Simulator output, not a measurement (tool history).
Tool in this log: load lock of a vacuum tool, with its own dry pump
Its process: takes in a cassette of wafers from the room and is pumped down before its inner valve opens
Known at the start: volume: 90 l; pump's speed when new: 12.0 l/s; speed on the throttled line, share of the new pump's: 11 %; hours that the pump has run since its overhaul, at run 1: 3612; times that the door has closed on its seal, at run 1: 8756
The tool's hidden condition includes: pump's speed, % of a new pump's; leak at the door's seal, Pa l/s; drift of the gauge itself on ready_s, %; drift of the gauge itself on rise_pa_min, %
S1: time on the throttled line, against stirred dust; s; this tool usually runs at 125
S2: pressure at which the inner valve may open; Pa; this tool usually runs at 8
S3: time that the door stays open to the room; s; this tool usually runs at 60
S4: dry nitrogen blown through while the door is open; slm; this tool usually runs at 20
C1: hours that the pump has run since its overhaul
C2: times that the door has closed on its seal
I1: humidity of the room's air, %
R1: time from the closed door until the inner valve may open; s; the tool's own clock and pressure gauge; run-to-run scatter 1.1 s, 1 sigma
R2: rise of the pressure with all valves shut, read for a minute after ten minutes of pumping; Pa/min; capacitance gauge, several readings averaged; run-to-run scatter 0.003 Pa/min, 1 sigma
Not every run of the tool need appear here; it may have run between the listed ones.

run 1 hour=0.0 | S1=125 S2=8 S3=60 S4=20 | C1=3612 C2=8756 | I1=46.6 | R1=183.4 R2=0.029
run 2 hour=95.8 | S1=125 S2=8 S3=60 S4=8 | C1=3708 C2=8874 | I1=44.0 | R1=184.7 R2=0.036
run 3 hour=258.0 | S1=125 S2=8 S3=60 S4=20 | C1=3870 C2=9074 | I1=45.1 | R1=182.7 R2=0.026
run 4 hour=379.9 | S1=125 S2=8 S3=60 S4=20 | C1=3992 C2=9225 | I1=43.5 | R1=184.7 R2=0.031
run 5 hour=486.2 | S1=125 S2=8 S3=60 S4=24 | C1=4099 C2=9356 | I1=42.9 | R1=186.5 R2=0.031
run 6 hour=611.2 | S1=125 S2=8 S3=60 S4=24 | C1=4224 C2=9511 | I1=47.1 | R1=182.3 R2=0.029
run 7 hour=809.3 | S1=125 S2=8 S3=60 S4=10 | C1=4422 C2=9756 | I1=41.8 | R1=182.0 R2=0.034
run 8 hour=987.1 | S1=125 S2=8 S3=60 S4=10 | C1=4600 C2=9975 | I1=45.2 | R1=184.5 R2=0.033
run 9 hour=1090.6 | S1=125 S2=8 S3=60 S4=20 | C1=4703 C2=10103 | I1=47.7 | R1=184.8 R2=0.027
run 10 hour=1265.1 | S1=125 S2=8 S3=60 S4=5 | C1=4878 C2=10319 | I1=45.1 | R1=187.0 R2=0.045
run 11 hour=1389.2 | S1=125 S2=8 S3=60 S4=20 | C1=5002 C2=10472 | I1=45.9 | R1=184.9 R2=0.031
run 12 hour=1502.6 | S1=125 S2=8 S3=60 S4=20 | C1=5115 C2=10612 | I1=40.7 | R1=184.7 R2=0.034
run 13 hour=1706.1 | S1=125 S2=7 S3=60 S4=20 | C1=5319 C2=10864 | I1=47.9 | R1=186.1 R2=0.027
run 14 hour=1851.7 | S1=125 S2=7 S3=60 S4=20 | C1=5464 C2=11044 | I1=45.1 | R1=187.4 R2=0.039
run 15 hour=1968.0 | S1=125 S2=8 S3=60 S4=14 | C1=5581 C2=11188 | I1=46.2 | R1=183.9 R2=0.041
run 16 hour=2088.2 | S1=125 S2=8 S3=60 S4=22 | C1=5701 C2=11336 | I1=48.2 | R1=185.9 R2=0.033
run 17 hour=2241.5 | S1=125 S2=8 S3=69 S4=22 | C1=5854 C2=11525 | I1=48.0 | R1=186.4 R2=0.039
run 18 hour=2434.8 | S1=125 S2=8 S3=60 S4=20 | C1=6047 C2=11764 | I1=44.7 | R1=185.3 R2=0.036
run 19 hour=2619.9 | S1=224 S2=8 S3=27 S4=20 | C1=6232 C2=11993 | I1=45.5 | R1=275.1 R2=0.034
run 20 hour=2770.9 | S1=224 S2=8 S3=27 S4=36 | C1=6383 C2=12180 | I1=46.4 | R1=271.7 R2=0.033
run 21 hour=2887.0 | S1=224 S2=10 S3=96 S4=29 | C1=6499 C2=12323 | I1=46.0 | R1=269.3 R2=0.034
run 22 hour=3012.3 | S1=224 S2=10 S3=96 S4=29 | C1=6625 C2=12478 | I1=45.2 | R1=271.8 R2=0.043
run 23 hour=3136.0 | S1=224 S2=10 S3=96 S4=29 | C1=6749 C2=12631 | I1=48.8 | R1=271.5 R2=0.040

For run 24, what comes out?
run 24 hour=3314.9 | S1=96 S2=10 S3=96 S4=29 | C1=6927 C2=12852 | I1=43.9 | R1=? R2=?

Run 24 produced R1 160.0 s, R2 0.043 Pa/min.
Without the tool's hidden state the same run would have given R1 156.0 s, R2 0.011 Pa/min.
